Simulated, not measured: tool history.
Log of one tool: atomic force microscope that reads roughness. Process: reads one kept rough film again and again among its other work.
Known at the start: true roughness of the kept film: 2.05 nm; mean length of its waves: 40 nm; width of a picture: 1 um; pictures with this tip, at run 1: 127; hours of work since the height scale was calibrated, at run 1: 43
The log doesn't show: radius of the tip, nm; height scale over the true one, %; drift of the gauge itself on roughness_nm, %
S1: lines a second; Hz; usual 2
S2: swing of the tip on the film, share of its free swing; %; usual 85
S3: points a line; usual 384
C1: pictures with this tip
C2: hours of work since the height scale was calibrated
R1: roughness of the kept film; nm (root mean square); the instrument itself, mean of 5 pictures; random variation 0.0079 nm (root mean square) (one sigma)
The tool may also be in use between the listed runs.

| run | hour | S1 | S2 | S3 | C1 | C2 | R1 |
|---|---|---|---|---|---|---|---|
| 1 | 0 | 2 | 85 | 384 | 127 | 43 | 1.737 |
| 2 | 8.1 | 2 | 87 | 384 | 138 | 46 | 1.684 |
| 3 | 20.4 | 2 | 87 | 384 | 155 | 52 | 1.681 |
| 4 | 27.6 | 2 | 87 | 384 | 165 | 55 | 1.689 |
| 5 | 33.9 | 2 | 85 | 384 | 174 | 58 | 1.711 |
|  | 35.7 | new tip fitted |
| 6 | 43.1 | 2 | 85 | 384 | 10 | 62 | 1.713 |
| 7 | 53.4 | 2 | 85 | 384 | 24 | 67 | 1.71 |
| 8 | 65.4 | 2 | 85 | 384 | 41 | 73 | 1.711 |
| 9 | 73.3 | 2 | 85 | 384 | 52 | 76 | 1.71 |
| 10 | 86.4 | 2 | 85 | 384 | 70 | 82 | 1.696 |
| 11 | 93 | 0.83 | 55 | 765 | 79 | 85 | 1.966 |
| 12 | 105.2 | 1.91 | 56 | 765 | 96 | 91 | 1.95 |
| 13 | 110.7 | 1.04 | 79 | 384 | 104 | 94 | 1.868 |
| 14 | 122.5 | 1.94 | 64 | 276 | 120 | 99 | 1.88 |
| 15 | 131.5 | 1.94 | 64 | 276 | 132 | 103 | 1.892 |
| 16 | 139 | 2.57 | 75 | 863 | 143 | 107 | 1.775 |
| 17 | 150.9 | 1.65 | 76 | 373 | 159 | 112 | 1.842 |
| 18 | 160.9 | 3.22 | 75 | 535 | 173 | 117 | 1.721 |
|  | 163 | new tip fitted |
| 19 | 170.2 | 3.78 | 64 | 266 | 10 | 121 | 1.785 |

3 ways to go on from here, each from the tool as it stands after run 19. What would each give?
| A | 178.6 | 3.78 | 73 | 266 | 22 | 125 | ? |
| B | 178.6 | 3.55 | 66 | 280 | 22 | 125 | ? |
| C | 178.6 | 2.18 | 78 | 884 | 22 | 125 | ? |

| run | R1 |
|---|---|
| A | 1.706 |
| B | 1.795 |
| C | 1.764 |
Without the tool's hidden state the same runs would have given:
| run | R1 |
|---|---|
| A | 1.707 |
| B | 1.796 |
| C | 1.765 |
